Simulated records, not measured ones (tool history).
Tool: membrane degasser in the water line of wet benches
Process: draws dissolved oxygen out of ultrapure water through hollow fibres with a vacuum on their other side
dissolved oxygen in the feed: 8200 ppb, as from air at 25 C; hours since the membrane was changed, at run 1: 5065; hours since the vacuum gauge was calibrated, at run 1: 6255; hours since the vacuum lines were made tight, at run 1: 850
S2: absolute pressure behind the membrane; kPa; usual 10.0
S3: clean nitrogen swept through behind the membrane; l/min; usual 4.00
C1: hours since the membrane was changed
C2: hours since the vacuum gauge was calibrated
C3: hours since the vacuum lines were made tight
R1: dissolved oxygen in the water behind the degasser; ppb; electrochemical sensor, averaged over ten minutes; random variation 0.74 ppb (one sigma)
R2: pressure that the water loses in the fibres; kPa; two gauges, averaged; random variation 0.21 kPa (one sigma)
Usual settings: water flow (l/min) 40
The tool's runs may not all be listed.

{"run": 1, "hour": 0.0, "water flow (l/min)": 40, "S2": 10.0, "S3": 4.0, "C1": 5065, "C2": 6255, "C3": 850, "R1": 177.8, "R2": 49.92}
{"run": 2, "hour": 124.4, "water flow (l/min)": 40, "S2": 10.0, "S3": 1.69, "C1": 5189, "C2": 6379, "C3": 974, "R1": 364.9, "R2": 49.47}
{"hour": 219.2, "done": "vacuum gauge calibrated"}
{"run": 3, "hour": 259.3, "water flow (l/min)": 40, "S2": 10.0, "S3": 1.69, "C1": 5324, "C2": 40, "C3": 1109, "R1": 372.5, "R2": 49.48}
{"run": 4, "hour": 347.5, "water flow (l/min)": 40, "S2": 10.0, "S3": 1.69, "C1": 5412, "C2": 128, "C3": 1197, "R1": 371.8, "R2": 50.02}
{"run": 5, "hour": 482.4, "water flow (l/min)": 40, "S2": 10.0, "S3": 7.6, "C1": 5547, "C2": 263, "C3": 1332, "R1": 105.0, "R2": 49.88}
{"run": 6, "hour": 644.1, "water flow (l/min)": 40, "S2": 10.0, "S3": 7.6, "C1": 5709, "C2": 425, "C3": 1494, "R1": 105.1, "R2": 49.89}
{"run": 7, "hour": 757.0, "water flow (l/min)": 40, "S2": 10.0, "S3": 7.6, "C1": 5822, "C2": 538, "C3": 1607, "R1": 104.3, "R2": 50.16}
{"run": 8, "hour": 966.7, "water flow (l/min)": 34, "S2": 10.0, "S3": 4.0, "C1": 6031, "C2": 747, "C3": 1816, "R1": 150.5, "R2": 42.43}
{"run": 9, "hour": 1181.7, "water flow (l/min)": 40, "S2": 10.0, "S3": 3.49, "C1": 6246, "C2": 963, "C3": 2031, "R1": 201.6, "R2": 49.7}
{"run": 10, "hour": 1269.4, "water flow (l/min)": 40, "S2": 10.0, "S3": 3.49, "C1": 6334, "C2": 1050, "C3": 2119, "R1": 205.4, "R2": 50.11}
{"run": 11, "hour": 1393.1, "water flow (l/min)": 40, "S2": 10.0, "S3": 2.48, "C1": 6458, "C2": 1174, "C3": 2243, "R1": 273.1, "R2": 50.18}
{"hour": 1409.4, "done": "vacuum gauge calibrated, once more"}
{"run": 12, "hour": 1542.6, "water flow (l/min)": 40, "S2": 10.0, "S3": 2.48, "C1": 6607, "C2": 133, "C3": 2392, "R1": 257.3, "R2": 50.25}
{"run": 13, "hour": 1688.7, "water flow (l/min)": 58, "S2": 10.0, "S3": 4.0, "C1": 6753, "C2": 279, "C3": 2538, "R1": 280.9, "R2": 72.87}
{"run": 14, "hour": 1871.4, "water flow (l/min)": 40, "S2": 10.0, "S3": 4.0, "C1": 6935, "C2": 462, "C3": 2720, "R1": 172.9, "R2": 49.96}
{"run": 15, "hour": 2045.1, "water flow (l/min)": 43, "S2": 10.0, "S3": 4.0, "C1": 7109, "C2": 636, "C3": 2894, "R1": 190.2, "R2": 54.58}
{"run": 16, "hour": 2137.1, "water flow (l/min)": 43, "S2": 10.4, "S3": 3.17, "C1": 7201, "C2": 728, "C3": 2986, "R1": 243.1, "R2": 54.16}
{"run": 17, "hour": 2310.3, "water flow (l/min)": 45, "S2": 11.8, "S3": 4.0, "C1": 7374, "C2": 901, "C3": 3159, "R1": 247.7, "R2": 57.09}
{"run": 18, "hour": 2513.2, "water flow (l/min)": 56, "S2": 10.0, "S3": 3.98, "C1": 7577, "C2": 1104, "C3": 3362, "R1": 268.9, "R2": 71.25}
{"run": 19, "hour": 2631.1, "water flow (l/min)": 56, "S2": 10.0, "S3": 3.98, "C1": 7695, "C2": 1222, "C3": 3480, "R1": 272.8, "R2": 70.5}
{"run": 20, "hour": 2770.9, "water flow (l/min)": 40, "S2": 23.8, "S3": 2.32, "C1": 7835, "C2": 1362, "C3": 3620, "R1": 753.8, "R2": 50.62}
{"run": 21, "hour": 2921.1, "water flow (l/min)": 40, "S2": 23.8, "S3": 2.32, "C1": 7985, "C2": 1512, "C3": 3770, "R1": 763.5, "R2": 50.9}
{"run": 22, "hour": 3042.5, "water flow (l/min)": 30, "S2": 7.2, "S3": 6.56, "C1": 8107, "C2": 1633, "C3": 3892, "R1": 50.0, "R2": 38.29}
{"run": 23, "hour": 3199.4, "water flow (l/min)": 30, "S2": 7.2, "S3": 6.56, "C1": 8263, "C2": 1790, "C3": 4048, "R1": 50.2, "R2": 38.14}
{"run": 24, "hour": 3325.6, "water flow (l/min)": 30, "S2": 7.2, "S3": 6.56, "C1": 8390, "C2": 1916, "C3": 4175, "R1": 50.6, "R2": 38.33}
{"run": 25, "hour": 3468.5, "water flow (l/min)": 30, "S2": 7.2, "S3": 6.56, "C1": 8532, "C2": 2059, "C3": 4317, "R1": 50.5, "R2": 38.21}
{"run": 26, "hour": 3579.9, "water flow (l/min)": 30, "S2": 7.4, "S3": 4.38, "C1": 8644, "C2": 2171, "C3": 4429, "R1": 75.3, "R2": 38.29}
{"run": 27, "hour": 3695.1, "water flow (l/min)": 30, "S2": 7.4, "S3": 4.38, "C1": 8759, "C2": 2286, "C3": 4544, "R1": 75.2, "R2": 38.55}
{"run": 28, "hour": 3839.0, "water flow (l/min)": 24, "S2": 16.6, "S3": 4.0, "C1": 8903, "C2": 2430, "C3": 4688, "R1": 196.8, "R2": 30.72}
{"run": 29, "hour": 4009.9, "water flow (l/min)": 40, "S2": 7.0, "S3": 3.07, "C1": 9074, "C2": 2601, "C3": 4859, "R1": 134.3, "R2": 51.4}
{"run": 30, "hour": 4140.2, "water flow (l/min)": 40, "S2": 7.0, "S3": 3.07, "C1": 9204, "C2": 2731, "C3": 4989, "R1": 134.5, "R2": 50.7}

3 ways to go on from here, each from the tool as it stands after run 30. What would each give?
{"run": "A", "hour": 4341.4, "water flow (l/min)": 25, "S2": 10.0, "S3": 5.16, "C1": 9405, "C2": 2932, "C3": 5190, "R1": "?", "R2": "?"}
{"run": "B", "hour": 4341.4, "water flow (l/min)": 40, "S2": 6.8, "S3": 4.29, "C1": 9405, "C2": 2932, "C3": 5190, "R1": "?", "R2": "?"}
{"run": "C", "hour": 4341.4, "water flow (l/min)": 46, "S2": 8.1, "S3": 4.0, "C1": 9405, "C2": 2932, "C3": 5190, "R1": "?", "R2": "?"}

run=A R1=84.9 R2=32.08
run=B R1=99.7 R2=51.26
run=C R1=164.2 R2=59.53
Without the tool's hidden state the same runs would have given:
run=A R1=80.9 R2=29.71
run=B R1=89.3 R2=47.46
run=C R1=148.9 R2=55.15
